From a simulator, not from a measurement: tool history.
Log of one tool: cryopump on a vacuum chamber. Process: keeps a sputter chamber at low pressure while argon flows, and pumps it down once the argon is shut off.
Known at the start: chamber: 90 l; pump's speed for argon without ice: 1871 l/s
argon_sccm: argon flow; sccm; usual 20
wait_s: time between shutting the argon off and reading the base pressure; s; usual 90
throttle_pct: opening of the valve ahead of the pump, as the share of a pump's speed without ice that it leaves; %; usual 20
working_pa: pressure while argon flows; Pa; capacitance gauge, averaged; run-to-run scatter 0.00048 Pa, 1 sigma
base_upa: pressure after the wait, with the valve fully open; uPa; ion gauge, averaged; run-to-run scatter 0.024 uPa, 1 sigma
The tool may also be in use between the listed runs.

run 1 hour=0.0 | argon_sccm=20 wait_s=90 throttle_pct=20 | working_pa=0.0940 base_upa=2.46
run 2 hour=49.3 | argon_sccm=20 wait_s=90 throttle_pct=20 | working_pa=0.0938 base_upa=2.49
run 3 hour=85.8 | argon_sccm=20 wait_s=90 throttle_pct=58 | working_pa=0.0352 base_upa=2.48
run 4 hour=136.9 | argon_sccm=20 wait_s=90 throttle_pct=58 | working_pa=0.0360 base_upa=2.58
run 5 hour=174.4 | argon_sccm=30 wait_s=90 throttle_pct=20 | working_pa=0.1437 base_upa=2.65
run 6 hour=241.7 | argon_sccm=30 wait_s=90 throttle_pct=20 | working_pa=0.1464 base_upa=2.80
-- hour=292.0 pump warmed up, emptied and cooled again
run 7 hour=302.9 | argon_sccm=30 wait_s=90 throttle_pct=20 | working_pa=0.1360 base_upa=2.28
run 8 hour=362.8 | argon_sccm=30 wait_s=90 throttle_pct=19 | working_pa=0.1436 base_upa=2.30
run 9 hour=401.5 | argon_sccm=30 wait_s=90 throttle_pct=19 | working_pa=0.1447 base_upa=2.47
run 10 hour=445.6 | argon_sccm=30 wait_s=90 throttle_pct=19 | working_pa=0.1455 base_upa=2.45
run 11 hour=494.8 | argon_sccm=30 wait_s=90 throttle_pct=19 | working_pa=0.1468 base_upa=2.53
run 12 hour=563.3 | argon_sccm=20 wait_s=129 throttle_pct=20 | working_pa=0.0933 base_upa=2.28
run 13 hour=611.3 | argon_sccm=20 wait_s=129 throttle_pct=20 | working_pa=0.0933 base_upa=2.42
run 14 hour=665.8 | argon_sccm=20 wait_s=90 throttle_pct=20 | working_pa=0.0952 base_upa=2.65
run 15 hour=703.4 | argon_sccm=20 wait_s=90 throttle_pct=20 | working_pa=0.0945 base_upa=2.67
run 16 hour=738.7 | argon_sccm=20 wait_s=90 throttle_pct=20 | working_pa=0.0958 base_upa=2.78
run 17 hour=810.5 | argon_sccm=20 wait_s=90 throttle_pct=42 | working_pa=0.0496 base_upa=2.95
run 18 hour=867.3 | argon_sccm=20 wait_s=90 throttle_pct=42 | working_pa=0.0504 base_upa=2.93
-- hour=905.7 pump warmed up, emptied and cooled again
run 19 hour=950.3 | argon_sccm=20 wait_s=90 throttle_pct=42 | working_pa=0.0437 base_upa=2.41
run 20 hour=984.1 | argon_sccm=28 wait_s=60 throttle_pct=42 | working_pa=0.0614 base_upa=2.86
run 21 hour=1064.7 | argon_sccm=12 wait_s=135 throttle_pct=17 | working_pa=0.0649 base_upa=2.39
run 22 hour=1106.7 | argon_sccm=38 wait_s=57 throttle_pct=56 | working_pa=0.0660 base_upa=3.09
run 23 hour=1157.0 | argon_sccm=38 wait_s=57 throttle_pct=56 | working_pa=0.0664 base_upa=3.12
run 24 hour=1222.2 | argon_sccm=8 wait_s=57 throttle_pct=56 | working_pa=0.0139 base_upa=3.21
run 25 hour=1278.8 | argon_sccm=25 wait_s=53 throttle_pct=21 | working_pa=0.1120 base_upa=3.39
run 26 hour=1315.2 | argon_sccm=13 wait_s=111 throttle_pct=21 | working_pa=0.0589 base_upa=2.70
run 27 hour=1378.8 | argon_sccm=20 wait_s=90 throttle_pct=52 | working_pa=0.0407 base_upa=3.03
run 28 hour=1421.5 | argon_sccm=38 wait_s=76 throttle_pct=23 | working_pa=0.1607 base_upa=3.31
run 29 hour=1457.9 | argon_sccm=38 wait_s=128 throttle_pct=25 | working_pa=0.1500 base_upa=3.04
-- hour=1519.5 pump warmed up, emptied and cooled again
run 30 hour=1522.6 | argon_sccm=38 wait_s=128 throttle_pct=25 | working_pa=0.1382 base_upa=2.40
run 31 hour=1593.0 | argon_sccm=11 wait_s=22 throttle_pct=27 | working_pa=0.0370 base_upa=5.01
run 32 hour=1645.1 | argon_sccm=15 wait_s=90 throttle_pct=28 | working_pa=0.0496 base_upa=2.66
run 33 hour=1716.8 | argon_sccm=15 wait_s=90 throttle_pct=28 | working_pa=0.0497 base_upa=2.80

Consider 5 possible next runs. They are alternatives, not a sequence: every one starts from the tool as it was left by run 33. What does each give?
run A hour=1754.5 | argon_sccm=9 wait_s=176 throttle_pct=52 | working_pa=? base_upa=?
run B hour=1754.5 | argon_sccm=15 wait_s=103 throttle_pct=28 | working_pa=? base_upa=?
run C hour=1754.5 | argon_sccm=24 wait_s=279 throttle_pct=47 | working_pa=? base_upa=?
run D hour=1754.5 | argon_sccm=20 wait_s=90 throttle_pct=25 | working_pa=? base_upa=?
run E hour=1754.5 | argon_sccm=20 wait_s=65 throttle_pct=28 | working_pa=? base_upa=?

run=A working_pa=0.0169 base_upa=2.44
run=B working_pa=0.0503 base_upa=2.74
run=C working_pa=0.0490 base_upa=2.32
run=D working_pa=0.0746 base_upa=2.83
run=E working_pa=0.0674 base_upa=3.15
The same runs, with their run-to-run variation unchanged, on a tool lacking any hidden condition would have given:
run=A working_pa=0.0158 base_upa=0.52
run=B working_pa=0.0485 base_upa=0.78
run=C working_pa=0.0461 base_upa=0.40
run=D working_pa=0.0722 base_upa=0.91
run=E working_pa=0.0651 base_upa=1.24

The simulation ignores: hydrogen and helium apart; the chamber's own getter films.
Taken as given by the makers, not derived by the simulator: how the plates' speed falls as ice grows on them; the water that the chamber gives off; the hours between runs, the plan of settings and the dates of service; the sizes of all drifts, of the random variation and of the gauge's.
